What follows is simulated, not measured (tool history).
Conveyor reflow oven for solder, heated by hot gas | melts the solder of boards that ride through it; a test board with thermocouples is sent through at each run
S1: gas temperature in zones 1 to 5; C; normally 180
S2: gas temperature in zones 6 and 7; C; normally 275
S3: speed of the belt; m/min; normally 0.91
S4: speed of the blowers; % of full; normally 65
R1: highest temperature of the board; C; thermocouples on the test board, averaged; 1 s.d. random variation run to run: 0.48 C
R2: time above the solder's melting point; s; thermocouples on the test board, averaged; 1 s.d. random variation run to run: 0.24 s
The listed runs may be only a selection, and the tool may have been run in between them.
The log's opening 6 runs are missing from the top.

run   hour   S1   S2     S3  S4     R1    R2
  7  123.3  180  275   0.91  65  255.8  41.9
  8  149.9  180  275   0.91  65  254.5  41.3
  9  168.1  180  275   0.91  65  253.8  41.6
 10    183  180  275   0.91  65  254.8  41.6
 11  198.5  180  275   0.91  65  254.4  41.3
 12  218.9  180  275   0.91  65    254  41.3
     226.9  -- flux residue cleaned out of gas plates and filters
 13    249  180  275   0.91  65  251.4  39.8
 14  268.5  180  275  0.968  65  248.9    36
 15  281.7  180  275  0.968  65  249.7  35.6
 16  295.1  180  275  0.968  65  248.6  35.8
 17  311.6  180  275  0.961  80  251.1  38.2
 18    336  180  274   0.91  65  249.8  39.4
 19  360.8  180  274   0.91  65  250.1  39.4
 20  388.6  180  275   0.91  55    248  37.9
 21    409  180  275   0.91  80  253.4  41.3
     416.9  -- flux residue cleaned out of gas plates and filters, once more
 22  436.4  180  275   0.91  80  260.5  45.4
 23    451  180  289  0.877  70  271.5  50.7
 24  483.6  180  275  0.839  73  261.1  49.8
 25    512  192  275   0.91  64  258.9  48.1
 26  525.7  192  281  0.961  64  261.6  46.1
 27    554  192  282  0.961  73  265.4  47.6
 28    579  192  282  0.961  73  263.9  47.5
 29    611  192  282  0.961  73  265.2  47.4
 30  629.3  180  275   0.91  65  255.7  43.4

Alternative continuations, all from the tool just after run 30; predict every row:
  A   646  179  275   0.91  65   ?   ?
  B   646  180  273  0.956  65   ?   ?
  C   646  190  275   0.91  65   ?   ?

run     R1    R2
  A  255.5  43.2
  B  253.2  39.6
  C  258.2  46.9
Take away the tool's hidden state, keep each run's random variation, and the runs would have read:
run     R1    R2
  A  257.6  43.5
  B  255.3  39.9
  C  260.2  46.9
